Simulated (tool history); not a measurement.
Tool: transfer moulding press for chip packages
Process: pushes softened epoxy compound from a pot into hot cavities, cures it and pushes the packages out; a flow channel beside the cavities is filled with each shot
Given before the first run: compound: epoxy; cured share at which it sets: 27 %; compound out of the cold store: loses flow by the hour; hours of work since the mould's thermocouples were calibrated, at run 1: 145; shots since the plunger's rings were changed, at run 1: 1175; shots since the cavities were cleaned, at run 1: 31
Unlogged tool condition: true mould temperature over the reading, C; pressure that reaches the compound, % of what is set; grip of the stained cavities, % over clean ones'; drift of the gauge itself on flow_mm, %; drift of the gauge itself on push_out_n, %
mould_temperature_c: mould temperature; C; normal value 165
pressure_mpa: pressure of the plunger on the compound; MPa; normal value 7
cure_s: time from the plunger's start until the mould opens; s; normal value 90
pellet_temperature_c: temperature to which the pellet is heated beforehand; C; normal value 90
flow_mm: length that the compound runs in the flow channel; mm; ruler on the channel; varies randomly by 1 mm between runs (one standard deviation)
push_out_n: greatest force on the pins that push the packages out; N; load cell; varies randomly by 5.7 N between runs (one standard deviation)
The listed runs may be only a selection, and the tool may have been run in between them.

run	hour	mould_temperature_c	pressure_mpa	cure_s	pellet_temperature_c	hours of work since the mould's thermocouples were calibrated	shots since the plunger's rings were changed	shots since the cavities were cleaned	incoming compound's hours out of the cold store	flow_mm	push_out_n
1	0	165	7	90	90	145	1175	31	19.8	653	207
2	25.5	165	7	90	90	164	1583	439	10	702	202
# hour 47.6: cavities cleaned with cleaning compound and waxed
3	49.9	165	7	90	90	181	1951	37	27.1	616	187
4	76.4	165	7	130	90	201	2375	461	47.8	530	163
# hour 98.5: cavities cleaned with cleaning compound and waxed
5	106.2	165	7	130	93	222	2828	124	28	612	163
# hour 122.2: plunger's sealing rings changed
6	130.1	165	7	130	93	238	126	465	42.9	547	159
7	141.7	165	7	90	90	247	313	652	46.2	537	183
# hour 150.8: cavities cleaned with cleaning compound and waxed
8	157.7	165	7	90	90	258	544	109	15.8	672	197
9	176.7	165	7	90	96	272	849	414	17.5	662	197
10	195	165	7	90	96	286	1143	708	39.7	561	191
# hour 200.9: cavities cleaned with cleaning compound and waxed
11	221.3	165	7	90	96	305	1539	327	20.8	648	187
12	242.2	165	7	90	96	320	1873	661	14.5	678	205
# hour 251.5: cavities cleaned with cleaning compound and waxed
13	266.1	165	7	90	96	337	2232	233	37.2	573	170
14	292.7	165	7	90	90	357	2659	660	39.5	564	190
# hour 301.9: cavities cleaned with cleaning compound and waxed
15	307.5	165	7	90	90	367	2872	91	34.7	584	191
# hour 320.1: plunger's sealing rings changed
16	337.2	164	5.91	90	86	388	274	526	31.1	553	206
# hour 354.9: cavities cleaned with cleaning compound and waxed
17	365.7	165	5.89	90	83	408	706	173	30.8	552	210
18	386.2	165	5.89	101	83	423	1034	501	8.9	649	180
# hour 405: cavities cleaned with cleaning compound and waxed
19	408.8	165	5.89	101	83	439	1371	60	30.8	551	179
20	427.6	165	5.89	110	91	453	1672	361	29.6	557	165
21	445.3	165	5.89	110	91	467	1957	646	41.8	507	162
# hour 454.8: cavities cleaned with cleaning compound and waxed
22	458.7	166	5.89	110	81	476	2147	63	47.7	486	164
23	485.7	166	7.38	106	90	496	2578	494	13.9	700	166
24	502.1	166	7.38	106	90	508	2841	757	10.4	717	164
# hour 504.7: cavities cleaned with cleaning compound and waxed
# hour 519.3: plunger's sealing rings changed
25	524	171	5.77	88	94	522	75	267	20.7	581	164
26	547.6	171	6.51	88	94	539	454	646	41.2	531	170
# hour 556.9: cavities cleaned with cleaning compound and waxed
27	575.8	168	5.29	96	90	559	882	303	25.9	539	168

Take each entry between the runs: how does the hidden state at the last listed run before it differ from the hidden state at the first listed run after it?
In the gap between runs 2 and 3: cavities cleaned with cleaning compound and waxed (hour 47.6)
  pressure that reaches the compound, % of what is set: 99.92 -> 99.91; grip of the stained cavities, % over clean ones': 1.5 -> 0.2
In the gap between runs 4 and 5: cavities cleaned with cleaning compound and waxed (hour 98.5)
  pressure that reaches the compound, % of what is set: 99.89 -> 99.88; grip of the stained cavities, % over clean ones': 1.5 -> 0.6
In the gap between runs 5 and 6: plunger's sealing rings changed (hour 122.2)
  pressure that reaches the compound, % of what is set: 99.88 -> 99.98; grip of the stained cavities, % over clean ones': 0.6 -> 1.5
In the gap between runs 7 and 8: cavities cleaned with cleaning compound and waxed (hour 150.8)
  pressure that reaches the compound, % of what is set: 99.97 -> 99.96; grip of the stained cavities, % over clean ones': 1.8 -> 0.6
In the gap between runs 10 and 11: cavities cleaned with cleaning compound and waxed (hour 200.9)
  pressure that reaches the compound, % of what is set: 99.94 -> 99.93; grip of the stained cavities, % over clean ones': 1.9 -> 1.2
In the gap between runs 12 and 13: cavities cleaned with cleaning compound and waxed (hour 251.5)
  pressure that reaches the compound, % of what is set: 99.92 -> 99.9; grip of the stained cavities, % over clean ones': 1.8 -> 0.9
In the gap between runs 14 and 15: cavities cleaned with cleaning compound and waxed (hour 301.9)
  pressure that reaches the compound, % of what is set: 99.89 -> 99.88; grip of the stained cavities, % over clean ones': 1.8 -> 0.4
In the gap between runs 15 and 16: plunger's sealing rings changed (hour 320.1)
  true mould temperature over the reading, C: -0.02 -> -0.03; pressure that reaches the compound, % of what is set: 99.88 -> 99.99; grip of the stained cavities, % over clean ones': 0.4 -> 1.6
In the gap between runs 16 and 17: cavities cleaned with cleaning compound and waxed (hour 354.9)
  pressure that reaches the compound, % of what is set: 99.99 -> 99.97; grip of the stained cavities, % over clean ones': 1.6 -> 0.8
In the gap between runs 18 and 19: cavities cleaned with cleaning compound and waxed (hour 405)
  pressure that reaches the compound, % of what is set: 99.96 -> 99.95; grip of the stained cavities, % over clean ones': 1.6 -> 0.3
In the gap between runs 21 and 22: cavities cleaned with cleaning compound and waxed (hour 454.8)
  pressure that reaches the compound, % of what is set: 99.93 -> 99.92; grip of the stained cavities, % over clean ones': 1.8 -> 0.3
In the gap between runs 24 and 25: cavities cleaned with cleaning compound and waxed (hour 504.7); plunger's sealing rings changed (hour 519.3)
  pressure that reaches the compound, % of what is set: 99.89 -> 99.97; grip of the stained cavities, % over clean ones': 1.9 -> 1.1
In the gap between runs 26 and 27: cavities cleaned with cleaning compound and waxed (hour 556.9)
  true mould temperature over the reading, C: -0.03 -> -0.04; pressure that reaches the compound, % of what is set: 99.96 -> 99.94; grip of the stained cavities, % over clean ones': 1.8 -> 1.2

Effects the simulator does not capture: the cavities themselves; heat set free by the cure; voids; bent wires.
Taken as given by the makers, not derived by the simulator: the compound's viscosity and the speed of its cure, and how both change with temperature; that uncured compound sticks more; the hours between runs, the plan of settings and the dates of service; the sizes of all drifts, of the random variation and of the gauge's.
